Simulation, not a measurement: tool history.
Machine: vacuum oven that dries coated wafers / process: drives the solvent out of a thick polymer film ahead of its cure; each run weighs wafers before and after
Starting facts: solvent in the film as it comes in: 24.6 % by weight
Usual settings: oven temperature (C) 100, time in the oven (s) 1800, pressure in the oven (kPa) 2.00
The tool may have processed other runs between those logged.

run 1 day=0.000 | oven_temperature_(C)=100 time_in_the_oven_(s)=1800 pressure_in_the_oven_(kPa)=2.00 | solvent_left_in_the_film_(%)=5.92
run 2 day=1.058 | oven_temperature_(C)=100 time_in_the_oven_(s)=1800 pressure_in_the_oven_(kPa)=2.00 | solvent_left_in_the_film_(%)=5.82
run 3 day=1.529 | oven_temperature_(C)=100 time_in_the_oven_(s)=1800 pressure_in_the_oven_(kPa)=2.00 | solvent_left_in_the_film_(%)=5.71
run 4 day=2.129 | oven_temperature_(C)=100 time_in_the_oven_(s)=1800 pressure_in_the_oven_(kPa)=2.00 | solvent_left_in_the_film_(%)=5.83
run 5 day=3.033 | oven_temperature_(C)=100 time_in_the_oven_(s)=1800 pressure_in_the_oven_(kPa)=2.00 | solvent_left_in_the_film_(%)=5.84
run 6 day=4.012 | oven_temperature_(C)=100 time_in_the_oven_(s)=1800 pressure_in_the_oven_(kPa)=2.00 | solvent_left_in_the_film_(%)=5.81
run 7 day=4.950 | oven_temperature_(C)=97 time_in_the_oven_(s)=1800 pressure_in_the_oven_(kPa)=2.00 | solvent_left_in_the_film_(%)=6.80
run 8 day=5.712 | oven_temperature_(C)=97 time_in_the_oven_(s)=1800 pressure_in_the_oven_(kPa)=2.00 | solvent_left_in_the_film_(%)=7.01
run 9 day=6.250 | oven_temperature_(C)=97 time_in_the_oven_(s)=1800 pressure_in_the_oven_(kPa)=2.00 | solvent_left_in_the_film_(%)=6.82
run 10 day=6.812 | oven_temperature_(C)=100 time_in_the_oven_(s)=1800 pressure_in_the_oven_(kPa)=6.90 | solvent_left_in_the_film_(%)=13.23
run 11 day=7.596 | oven_temperature_(C)=100 time_in_the_oven_(s)=1800 pressure_in_the_oven_(kPa)=1.42 | solvent_left_in_the_film_(%)=5.05
run 12 day=8.471 | oven_temperature_(C)=100 time_in_the_oven_(s)=1800 pressure_in_the_oven_(kPa)=1.42 | solvent_left_in_the_film_(%)=4.91
run 13 day=9.008 | oven_temperature_(C)=100 time_in_the_oven_(s)=1800 pressure_in_the_oven_(kPa)=1.42 | solvent_left_in_the_film_(%)=4.96
run 14 day=9.479 | oven_temperature_(C)=100 time_in_the_oven_(s)=1800 pressure_in_the_oven_(kPa)=1.42 | solvent_left_in_the_film_(%)=5.12
run 15 day=10.133 | oven_temperature_(C)=100 time_in_the_oven_(s)=1800 pressure_in_the_oven_(kPa)=1.42 | solvent_left_in_the_film_(%)=4.93
run 16 day=10.908 | oven_temperature_(C)=100 time_in_the_oven_(s)=2700 pressure_in_the_oven_(kPa)=2.00 | solvent_left_in_the_film_(%)=4.27
run 17 day=11.804 | oven_temperature_(C)=100 time_in_the_oven_(s)=960 pressure_in_the_oven_(kPa)=2.00 | solvent_left_in_the_film_(%)=9.63
run 18 day=12.308 | oven_temperature_(C)=100 time_in_the_oven_(s)=960 pressure_in_the_oven_(kPa)=2.00 | solvent_left_in_the_film_(%)=9.70
run 19 day=13.021 | oven_temperature_(C)=102 time_in_the_oven_(s)=1800 pressure_in_the_oven_(kPa)=2.00 | solvent_left_in_the_film_(%)=5.18
-- day=14.000 oven's thermocouples calibrated
run 20 day=14.083 | oven_temperature_(C)=100 time_in_the_oven_(s)=1740 pressure_in_the_oven_(kPa)=2.00 | solvent_left_in_the_film_(%)=6.14
run 21 day=14.975 | oven_temperature_(C)=100 time_in_the_oven_(s)=1740 pressure_in_the_oven_(kPa)=2.00 | solvent_left_in_the_film_(%)=5.99
run 22 day=16.083 | oven_temperature_(C)=90 time_in_the_oven_(s)=1800 pressure_in_the_oven_(kPa)=2.00 | solvent_left_in_the_film_(%)=9.60
run 23 day=16.708 | oven_temperature_(C)=100 time_in_the_oven_(s)=1800 pressure_in_the_oven_(kPa)=1.00 | solvent_left_in_the_film_(%)=4.34
run 24 day=17.208 | oven_temperature_(C)=100 time_in_the_oven_(s)=1740 pressure_in_the_oven_(kPa)=5.26 | solvent_left_in_the_film_(%)=10.80
run 25 day=17.846 | oven_temperature_(C)=90 time_in_the_oven_(s)=1740 pressure_in_the_oven_(kPa)=2.05 | solvent_left_in_the_film_(%)=10.11
run 26 day=18.392 | oven_temperature_(C)=113 time_in_the_oven_(s)=1740 pressure_in_the_oven_(kPa)=2.05 | solvent_left_in_the_film_(%)=2.88
run 27 day=18.908 | oven_temperature_(C)=95 time_in_the_oven_(s)=1740 pressure_in_the_oven_(kPa)=1.56 | solvent_left_in_the_film_(%)=7.20
run 28 day=19.662 | oven_temperature_(C)=95 time_in_the_oven_(s)=1740 pressure_in_the_oven_(kPa)=1.56 | solvent_left_in_the_film_(%)=7.08
run 29 day=20.512 | oven_temperature_(C)=111 time_in_the_oven_(s)=1980 pressure_in_the_oven_(kPa)=4.82 | solvent_left_in_the_film_(%)=5.82
run 30 day=21.179 | oven_temperature_(C)=111 time_in_the_oven_(s)=1980 pressure_in_the_oven_(kPa)=4.82 | solvent_left_in_the_film_(%)=5.93
run 31 day=21.800 | oven_temperature_(C)=102 time_in_the_oven_(s)=1980 pressure_in_the_oven_(kPa)=2.11 | solvent_left_in_the_film_(%)=5.04
run 32 day=22.388 | oven_temperature_(C)=104 time_in_the_oven_(s)=1080 pressure_in_the_oven_(kPa)=2.00 | solvent_left_in_the_film_(%)=7.24
run 33 day=22.862 | oven_temperature_(C)=90 time_in_the_oven_(s)=1800 pressure_in_the_oven_(kPa)=5.28 | solvent_left_in_the_film_(%)=15.39
run 34 day=23.733 | oven_temperature_(C)=108 time_in_the_oven_(s)=1800 pressure_in_the_oven_(kPa)=5.28 | solvent_left_in_the_film_(%)=7.44
run 35 day=24.542 | oven_temperature_(C)=100 time_in_the_oven_(s)=1080 pressure_in_the_oven_(kPa)=2.38 | solvent_left_in_the_film_(%)=9.18
run 36 day=25.262 | oven_temperature_(C)=88 time_in_the_oven_(s)=1740 pressure_in_the_oven_(kPa)=1.74 | solvent_left_in_the_film_(%)=10.43
run 37 day=26.233 | oven_temperature_(C)=97 time_in_the_oven_(s)=1260 pressure_in_the_oven_(kPa)=2.43 | solvent_left_in_the_film_(%)=9.55
run 38 day=27.067 | oven_temperature_(C)=97 time_in_the_oven_(s)=1260 pressure_in_the_oven_(kPa)=2.43 | solvent_left_in_the_film_(%)=9.66
run 39 day=27.971 | oven_temperature_(C)=89 time_in_the_oven_(s)=2220 pressure_in_the_oven_(kPa)=3.35 | solvent_left_in_the_film_(%)=11.91
run 40 day=28.588 | oven_temperature_(C)=104 time_in_the_oven_(s)=1020 pressure_in_the_oven_(kPa)=1.06 | solvent_left_in_the_film_(%)=6.59
run 41 day=29.446 | oven_temperature_(C)=104 time_in_the_oven_(s)=960 pressure_in_the_oven_(kPa)=1.06 | solvent_left_in_the_film_(%)=7.12
run 42 day=29.929 | oven_temperature_(C)=104 time_in_the_oven_(s)=960 pressure_in_the_oven_(kPa)=1.06 | solvent_left_in_the_film_(%)=6.91
run 43 day=30.567 | oven_temperature_(C)=104 time_in_the_oven_(s)=960 pressure_in_the_oven_(kPa)=1.06 | solvent_left_in_the_film_(%)=7.09
run 44 day=31.129 | oven_temperature_(C)=114 time_in_the_oven_(s)=900 pressure_in_the_oven_(kPa)=2.00 | solvent_left_in_the_film_(%)=5.08
run 45 day=32.079 | oven_temperature_(C)=114 time_in_the_oven_(s)=900 pressure_in_the_oven_(kPa)=2.00 | solvent_left_in_the_film_(%)=5.05
run 46 day=33.179 | oven_temperature_(C)=114 time_in_the_oven_(s)=900 pressure_in_the_oven_(kPa)=2.00 | solvent_left_in_the_film_(%)=5.15

Branching from run 46: 4 alternative next runs. What would each branch give?
run A day=33.679 | oven_temperature_(C)=114 time_in_the_oven_(s)=2160 pressure_in_the_oven_(kPa)=3.53 | solvent_left_in_the_film_(%)=?
run B day=33.679 | oven_temperature_(C)=107 time_in_the_oven_(s)=900 pressure_in_the_oven_(kPa)=2.00 | solvent_left_in_the_film_(%)=?
run C day=33.679 | oven_temperature_(C)=108 time_in_the_oven_(s)=1800 pressure_in_the_oven_(kPa)=1.92 | solvent_left_in_the_film_(%)=?
run D day=33.679 | oven_temperature_(C)=86 time_in_the_oven_(s)=1020 pressure_in_the_oven_(kPa)=1.96 | solvent_left_in_the_film_(%)=?

run=A solvent_left_in_the_film_(%)=3.98
run=B solvent_left_in_the_film_(%)=7.44
run=C solvent_left_in_the_film_(%)=3.54
run=D solvent_left_in_the_film_(%)=14.28
What these runs would have given with no unlogged condition in the tool:
run=A solvent_left_in_the_film_(%)=3.97
run=B solvent_left_in_the_film_(%)=7.43
run=C solvent_left_in_the_film_(%)=3.53
run=D solvent_left_in_the_film_(%)=14.26
